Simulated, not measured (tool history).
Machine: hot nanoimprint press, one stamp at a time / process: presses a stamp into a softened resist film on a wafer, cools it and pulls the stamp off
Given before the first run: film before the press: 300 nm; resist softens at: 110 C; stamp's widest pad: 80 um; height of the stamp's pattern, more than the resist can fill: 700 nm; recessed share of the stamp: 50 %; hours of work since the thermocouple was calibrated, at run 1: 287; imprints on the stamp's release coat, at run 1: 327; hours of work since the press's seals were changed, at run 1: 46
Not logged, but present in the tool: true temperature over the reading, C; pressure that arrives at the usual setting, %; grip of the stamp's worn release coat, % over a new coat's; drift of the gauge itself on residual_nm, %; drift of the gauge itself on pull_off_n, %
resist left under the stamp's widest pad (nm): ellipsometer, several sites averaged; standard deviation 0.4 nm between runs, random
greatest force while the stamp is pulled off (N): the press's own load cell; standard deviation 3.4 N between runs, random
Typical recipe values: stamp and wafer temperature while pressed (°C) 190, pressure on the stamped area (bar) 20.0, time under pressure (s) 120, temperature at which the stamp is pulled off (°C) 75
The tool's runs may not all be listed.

| run | hour | stamp and wafer temperature while pressed (°C) | pressure on the stamped area (bar) | time under pressure (s) | temperature at which the stamp is pulled off (°C) | hours of work since the thermocouple was calibrated | imprints on the stamp's release coat | hours of work since the press's seals were changed | resist left under the stamp's widest pad (nm) | greatest force while the stamp is pulled off (N) |
|---|---|---|---|---|---|---|---|---|---|---|
| 1 | 0.0 | 190 | 20.0 | 120 | 75 | 287 | 327 | 46 | 118.9 | 173 |
| 2 | 70.4 | 198 | 20.0 | 120 | 75 | 317 | 537 | 75 | 89.9 | 177 |
| 3 | 108.7 | 198 | 20.0 | 120 | 75 | 332 | 651 | 91 | 90.9 | 171 |
| 4 | 160.8 | 198 | 20.0 | 120 | 75 | 354 | 807 | 112 | 90.4 | 183 |
| 5 | 214.4 | 198 | 20.0 | 120 | 75 | 376 | 967 | 134 | 89.4 | 186 |
| 6 | 302.7 | 190 | 20.0 | 120 | 75 | 413 | 1230 | 171 | 117.8 | 183 |
|  | 332.6 | plate thermocouple calibrated |
| 7 | 357.8 | 190 | 20.0 | 120 | 75 | 10 | 1385 | 193 | 124.0 | 192 |
| 8 | 445.1 | 190 | 20.0 | 120 | 75 | 47 | 1645 | 229 | 123.5 | 196 |
| 9 | 510.2 | 190 | 20.0 | 120 | 75 | 74 | 1839 | 256 | 123.6 | 208 |
| 10 | 567.4 | 190 | 20.0 | 120 | 75 | 97 | 2010 | 279 | 122.7 | 206 |
| 11 | 651.9 | 190 | 20.0 | 120 | 75 | 132 | 2262 | 314 | 122.6 | 215 |
|  | 709.6 | stamp cleaned and given a new release coat |
| 12 | 730.1 | 190 | 20.0 | 75 | 75 | 162 | 61 | 344 | 144.9 | 168 |
| 13 | 772.4 | 190 | 20.0 | 120 | 75 | 180 | 187 | 362 | 122.1 | 169 |
| 14 | 829.4 | 190 | 20.0 | 120 | 75 | 203 | 357 | 386 | 121.1 | 171 |
| 15 | 883.2 | 190 | 20.0 | 120 | 64 | 226 | 517 | 408 | 121.5 | 206 |
| 16 | 947.9 | 190 | 22.7 | 104 | 75 | 252 | 710 | 435 | 119.3 | 173 |
| 17 | 999.8 | 200 | 15.7 | 123 | 80 | 274 | 865 | 456 | 97.3 | 161 |
| 18 | 1066.9 | 200 | 15.7 | 123 | 80 | 302 | 1064 | 484 | 97.2 | 165 |
| 19 | 1143.8 | 200 | 15.7 | 123 | 80 | 334 | 1294 | 516 | 95.7 | 175 |
| 20 | 1230.9 | 188 | 29.5 | 120 | 70 | 370 | 1553 | 552 | 105.1 | 216 |
| 21 | 1321.0 | 188 | 29.5 | 120 | 70 | 407 | 1822 | 589 | 104.9 | 216 |
|  | 1368.7 | plate thermocouple calibrated |
| 22 | 1415.1 | 190 | 20.0 | 120 | 83 | 19 | 2093 | 627 | 126.1 | 185 |
| 23 | 1466.4 | 190 | 21.3 | 69 | 61 | 40 | 2246 | 648 | 148.2 | 267 |
|  | 1527.9 | stamp cleaned and given a new release coat |
| 24 | 1556.8 | 188 | 12.2 | 165 | 63 | 75 | 86 | 683 | 152.1 | 199 |
|  | 1580.1 | press's hydraulic seals changed and the load cell set to zero |
| 25 | 1612.1 | 197 | 20.0 | 120 | 75 | 95 | 227 | 13 | 96.5 | 168 |
| 26 | 1659.2 | 197 | 20.0 | 93 | 63 | 115 | 367 | 33 | 106.9 | 210 |
| 27 | 1744.3 | 190 | 20.0 | 61 | 75 | 150 | 621 | 68 | 155.2 | 178 |
| 28 | 1797.9 | 190 | 20.0 | 61 | 75 | 172 | 781 | 90 | 154.5 | 174 |
| 29 | 1869.8 | 193 | 16.3 | 72 | 81 | 202 | 995 | 120 | 146.5 | 177 |

Below are 5 alternative next runs, each starting from the tool's condition after run 29. Predict each:
| A | 1917.3 | 190 | 20.0 | 200 | 83 | 222 | 1137 | 140 | ? | ? |
| B | 1917.3 | 199 | 16.3 | 91 | 75 | 222 | 1137 | 140 | ? | ? |
| C | 1917.3 | 184 | 16.3 | 216 | 81 | 222 | 1137 | 140 | ? | ? |
| D | 1917.3 | 193 | 16.3 | 144 | 81 | 222 | 1137 | 140 | ? | ? |
| E | 1917.3 | 193 | 31.2 | 72 | 81 | 222 | 1137 | 140 | ? | ? |

| run | resist left under the stamp's widest pad (nm) | greatest force while the stamp is pulled off (N) |
|---|---|---|
| A | 100.2 | 169 |
| B | 110.9 | 187 |
| C | 134.5 | 176 |
| D | 113.5 | 169 |
| E | 104.7 | 167 |
Stripped of hidden state, with their random variation kept, the same runs would have yielded:
| run | resist left under the stamp's widest pad (nm) | greatest force while the stamp is pulled off (N) |
|---|---|---|
| A | 102.1 | 147 |
| B | 112.7 | 162 |
| C | 137.1 | 152 |
| D | 115.5 | 147 |
| E | 106.4 | 145 |

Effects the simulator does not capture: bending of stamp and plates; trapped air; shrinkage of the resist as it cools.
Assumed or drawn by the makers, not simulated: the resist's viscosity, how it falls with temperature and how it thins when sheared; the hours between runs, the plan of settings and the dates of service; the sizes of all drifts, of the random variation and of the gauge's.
